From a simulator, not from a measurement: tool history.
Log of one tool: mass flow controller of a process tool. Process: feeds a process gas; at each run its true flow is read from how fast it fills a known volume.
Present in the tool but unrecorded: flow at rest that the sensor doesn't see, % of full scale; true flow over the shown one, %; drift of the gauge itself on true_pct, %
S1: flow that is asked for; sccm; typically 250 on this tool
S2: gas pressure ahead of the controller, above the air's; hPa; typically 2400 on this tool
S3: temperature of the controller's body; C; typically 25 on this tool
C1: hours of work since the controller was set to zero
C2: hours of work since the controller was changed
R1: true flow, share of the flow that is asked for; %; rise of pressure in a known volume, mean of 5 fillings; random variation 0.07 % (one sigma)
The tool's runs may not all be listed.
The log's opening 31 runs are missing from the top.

{"run": 32, "hour": 8757.3, "S1": 250, "S2": 1820, "S3": 23, "C1": 3283, "C2": 10005, "R1": 99.23}
{"run": 33, "hour": 9130.9, "S1": 250, "S2": 1820, "S3": 23, "C1": 3522, "C2": 10244, "R1": 99.2}
{"run": 34, "hour": 9321.5, "S1": 488, "S2": 1610, "S3": 29, "C1": 3645, "C2": 10367, "R1": 99.93}
{"run": 35, "hour": 9667.5, "S1": 235, "S2": 2090, "S3": 40, "C1": 3867, "C2": 10589, "R1": 97.48}
{"run": 36, "hour": 9943.0, "S1": 60, "S2": 2090, "S3": 40, "C1": 4043, "C2": 10765, "R1": 96.69}
{"run": 37, "hour": 10317.4, "S1": 250, "S2": 2510, "S3": 21, "C1": 4284, "C2": 11006, "R1": 99.18}
{"run": 38, "hour": 10534.1, "S1": 250, "S2": 2140, "S3": 27, "C1": 4423, "C2": 11145, "R1": 98.93}
{"run": 39, "hour": 10936.0, "S1": 77, "S2": 2140, "S3": 27, "C1": 4680, "C2": 11402, "R1": 98.3}
{"run": 40, "hour": 11169.0, "S1": 287, "S2": 1560, "S3": 25, "C1": 4830, "C2": 11552, "R1": 99.59}
{"run": 41, "hour": 11371.9, "S1": 82, "S2": 1820, "S3": 21, "C1": 4960, "C2": 11682, "R1": 98.94}
{"run": 42, "hour": 11588.1, "S1": 324, "S2": 2470, "S3": 21, "C1": 5099, "C2": 11821, "R1": 99.83}
{"run": 43, "hour": 11925.9, "S1": 123, "S2": 2010, "S3": 28, "C1": 5315, "C2": 12037, "R1": 98.26}
{"run": 44, "hour": 12213.0, "S1": 286, "S2": 2400, "S3": 32, "C1": 5500, "C2": 12222, "R1": 98.69}
{"run": 45, "hour": 12491.3, "S1": 294, "S2": 2400, "S3": 33, "C1": 5678, "C2": 12400, "R1": 98.71}
{"run": 46, "hour": 12784.8, "S1": 287, "S2": 2700, "S3": 33, "C1": 5867, "C2": 12589, "R1": 98.38}
{"run": 47, "hour": 13006.2, "S1": 58, "S2": 2360, "S3": 35, "C1": 6009, "C2": 12731, "R1": 97.43}
{"run": 48, "hour": 13374.2, "S1": 241, "S2": 1490, "S3": 35, "C1": 6245, "C2": 12967, "R1": 98.69}

Here are 4 independent what-if runs from the current tool condition. What would each one return?
{"run": "A", "hour": 13743.0, "S1": 166, "S2": 1420, "S3": 33, "C1": 6481, "C2": 13203, "R1": "?"}
{"run": "B", "hour": 13743.0, "S1": 133, "S2": 1650, "S3": 25, "C1": 6481, "C2": 13203, "R1": "?"}
{"run": "C", "hour": 13743.0, "S1": 60, "S2": 1490, "S3": 24, "C1": 6481, "C2": 13203, "R1": "?"}
{"run": "D", "hour": 13743.0, "S1": 241, "S2": 1470, "S3": 35, "C1": 6481, "C2": 13203, "R1": "?"}

run=A R1=98.55
run=B R1=99.12
run=C R1=98.98
run=D R1=98.57
Without the tool's unlogged condition, the same runs would have read:
run=A R1=97.87
run=B R1=98.44
run=C R1=98.29
run=D R1=97.89

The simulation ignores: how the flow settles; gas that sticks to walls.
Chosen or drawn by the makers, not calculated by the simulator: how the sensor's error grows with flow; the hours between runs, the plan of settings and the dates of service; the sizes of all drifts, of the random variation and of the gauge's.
